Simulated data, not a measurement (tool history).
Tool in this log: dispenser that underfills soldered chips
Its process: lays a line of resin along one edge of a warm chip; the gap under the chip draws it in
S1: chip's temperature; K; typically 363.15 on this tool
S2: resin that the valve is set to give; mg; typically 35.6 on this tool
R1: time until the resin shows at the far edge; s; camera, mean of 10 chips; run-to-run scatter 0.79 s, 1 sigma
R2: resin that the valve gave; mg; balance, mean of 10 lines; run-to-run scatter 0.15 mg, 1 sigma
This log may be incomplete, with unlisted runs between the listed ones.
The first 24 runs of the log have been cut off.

run    day      S1    S2     R1     R2
     5.121  -- new syringe of resin
 25  5.329  363.15  44.2   93.3  43.90
     5.542  -- new syringe of resin
 26  5.608  363.15  44.2   74.3  43.54
 27  5.779  365.15  32.6   94.6  31.99
 28  5.933  355.15  35.1  154.4  34.37
     5.979  -- new syringe of resin
 29  6.179  375.15  45.0   65.3  44.02
     6.404  -- new syringe of resin
 30  6.475  354.15  37.1  102.9  36.10
 31  6.604  354.15  35.6  122.7  34.46
     6.825  -- new syringe of resin
 32  6.825  372.15  44.9   52.3  43.44

Forecast run 33:
 33  6.962  372.15  44.9   ?   ?

R1: 66.2 s
R2: 44.00 mg
Were there no unlogged condition in the tool, this run, its random variation unchanged, would have produced R1 56.0 s, R2 45.26 mg.
